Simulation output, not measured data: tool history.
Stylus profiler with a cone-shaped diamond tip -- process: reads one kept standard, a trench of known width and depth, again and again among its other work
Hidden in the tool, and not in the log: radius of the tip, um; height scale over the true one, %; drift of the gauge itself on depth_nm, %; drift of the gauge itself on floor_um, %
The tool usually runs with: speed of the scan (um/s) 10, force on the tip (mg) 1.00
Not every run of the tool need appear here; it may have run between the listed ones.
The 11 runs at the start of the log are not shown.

run   hour  speed of the scan (um/s)  force on the tip (mg)  scans with this tip  hours of work since the height scale was calibrated  depth of the trench (Å)  width of the trench's floor (µm)
 12  235.7                        26                   1.00                 7888                                                  662                  10078.2                             16.16
 13  256.6                        26                   0.97                 8078                                                  678                  10080.5                             16.14
 14  279.6                        10                   0.93                 8286                                                  695                  10075.3                             16.17
 15  297.7                        10                   0.72                 8450                                                  709                  10071.6                             16.17
 16  325.0                         3                   0.72                 8697                                                  730                  10071.4                             16.18
 17  337.1                         3                   0.82                 8807                                                  739                  10075.2                             16.20
 18  353.7                        14                   1.59                 8957                                                  752                  10101.6                             16.20
 19  377.8                         6                   1.08                 9176                                                  770                  10084.2                             16.16
 20  402.3                         5                   1.78                 9398                                                  789                  10108.8                             16.16
 21  423.5                         2                   0.36                 9590                                                  805                  10057.6                             16.16
 22  445.7                         3                   1.00                 9791                                                  822                  10086.9                             16.18
 23  463.2                        38                   0.56                 9950                                                  835                  10064.2                             15.97
 24  476.3                        35                   0.37                10069                                                  845                  10059.6                             15.87
 25  500.6                        40                   1.24                10289                                                  863                  10091.8                             15.96
 26  521.1                        40                   1.24                10475                                                  879                  10098.3                             15.95
 27  544.6                        40                   1.24                10688                                                  897                  10096.2                             15.95
 28  567.0                         3                   0.45                10890                                                  914                  10062.4                             16.02
 29  592.1                        12                   0.36                11118                                                  933                  10062.9                             16.11
 30  616.2                        12                   0.36                11337                                                  951                  10056.4                             16.00
 31  632.0                        24                   0.46                11479                                                  963                  10063.1                             15.92
 32  653.2                        32                   1.75                11672                                                  979                  10112.5                             15.98

Each row is a separate what-if for the run after 32, all from the same tool condition, not one after another. Results?
  A  666.3                         8                   0.46                11791                                                  989                        ?                                 ?
  B  666.3                        10                   2.39                11791                                                  989                        ?                                 ?
  C  666.3                        21                   1.00                11791                                                  989                        ?                                 ?
  D  666.3                        32                   2.45                11791                                                  989                        ?                                 ?
  E  666.3                        24                   1.54                11791                                                  989                        ?                                 ?

run  depth of the trench (Å)  width of the trench's floor (µm)
  A                  10060.2                             15.99
  B                  10134.6                             16.08
  C                  10087.7                             15.98
  D                  10138.7                             15.97
  E                  10104.8                             16.01
Without the tool's hidden state the same runs would have given:
run  depth of the trench (Å)  width of the trench's floor (µm)
  A                  10028.0                             16.43
  B                  10102.2                             16.52
  C                  10055.4                             16.42
  D                  10106.3                             16.41
  E                  10072.5                             16.46
